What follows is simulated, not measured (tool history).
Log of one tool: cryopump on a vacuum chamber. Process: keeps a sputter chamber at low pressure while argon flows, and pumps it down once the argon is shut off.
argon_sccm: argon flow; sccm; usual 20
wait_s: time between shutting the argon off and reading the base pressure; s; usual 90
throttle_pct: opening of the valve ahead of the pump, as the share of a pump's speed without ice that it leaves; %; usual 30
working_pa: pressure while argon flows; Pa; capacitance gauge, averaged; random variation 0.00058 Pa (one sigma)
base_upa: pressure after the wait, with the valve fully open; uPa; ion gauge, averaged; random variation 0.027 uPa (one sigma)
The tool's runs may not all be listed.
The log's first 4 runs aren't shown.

| run | hour | argon_sccm | wait_s | throttle_pct | hours of work since the pump was warmed up and emptied | hours of work since the cold head was overhauled | hours of work since the chamber's fittings were tightened | working_pa | base_upa |
|---|---|---|---|---|---|---|---|---|---|
| 5 | 99.6 | 20 | 90 | 30 | 104 | 1019 | 2509 | 0.0762 | 2.91 |
| 6 | 119.2 | 20 | 90 | 30 | 118 | 1033 | 2524 | 0.0762 | 3.02 |
| 7 | 144.1 | 20 | 90 | 30 | 137 | 1051 | 2542 | 0.0761 | 3.05 |
| 8 | 170.2 | 20 | 90 | 18 | 155 | 1070 | 2561 | 0.1265 | 3.02 |
| 9 | 200.6 | 20 | 90 | 18 | 178 | 1092 | 2583 | 0.1265 | 3.11 |
| 10 | 232.3 | 20 | 90 | 18 | 201 | 1115 | 2606 | 0.1256 | 3.20 |
| 11 | 261.2 | 20 | 90 | 18 | 222 | 1136 | 2627 | 0.1266 | 3.29 |
| 12 | 276.8 | 20 | 90 | 18 | 233 | 1147 | 2638 | 0.1276 | 3.26 |
| 13 | 302.6 | 20 | 90 | 18 | 252 | 1166 | 2657 | 0.1276 | 3.31 |
| 14 | 328.4 | 20 | 90 | 18 | 270 | 1185 | 2675 | 0.1279 | 3.46 |
| 15 | 349.6 | 20 | 90 | 18 | 286 | 1200 | 2691 | 0.1294 | 3.46 |
| 16 | 363.0 | 11 | 90 | 30 | 295 | 1210 | 2701 | 0.0441 | 3.38 |
| 17 | 383.5 | 20 | 90 | 40 | 310 | 1225 | 2715 | 0.0616 | 3.48 |
| 18 | 413.3 | 20 | 122 | 58 | 332 | 1247 | 2737 | 0.0461 | 3.20 |
| 19 | 443.3 | 20 | 122 | 58 | 354 | 1268 | 2759 | 0.0461 | 3.33 |
| 20 | 474.3 | 20 | 122 | 58 | 376 | 1291 | 2781 | 0.0466 | 3.41 |
| 21 | 488.7 | 20 | 122 | 58 | 387 | 1301 | 2792 | 0.0474 | 3.44 |
| 22 | 513.2 | 20 | 90 | 58 | 404 | 1319 | 2810 | 0.0469 | 3.82 |
| 23 | 543.0 | 15 | 40 | 20 | 426 | 1341 | 2831 | 0.0912 | 5.14 |
|  | 552.7 | pump warmed up, emptied and cooled again |
| 24 | 569.4 | 40 | 90 | 30 | 12 | 1356 | 2847 | 0.1483 | 3.12 |
| 25 | 585.9 | 24 | 100 | 30 | 24 | 1368 | 2859 | 0.0896 | 2.94 |
| 26 | 609.0 | 21 | 33 | 36 | 41 | 1385 | 2875 | 0.0664 | 4.92 |
|  | 622.4 | leaking fittings of the chamber tightened, without venting |
| 27 | 635.9 | 13 | 25 | 30 | 59 | 1403 | 10 | 0.0486 | 3.87 |
| 28 | 654.3 | 13 | 25 | 30 | 72 | 1416 | 23 | 0.0497 | 3.97 |
| 29 | 671.7 | 13 | 25 | 30 | 85 | 1429 | 36 | 0.0488 | 4.06 |

Forecast run 30:
| 30 | 697.3 | 13 | 25 | 30 | 104 | 1448 | 54 | ? | ? |

{"run 30": {"working_pa": 0.0499, "base_upa": 4.0}}
Without the tool's hidden state the same run would have given working_pa 0.0486 Pa, base_upa 3.89 uPa.
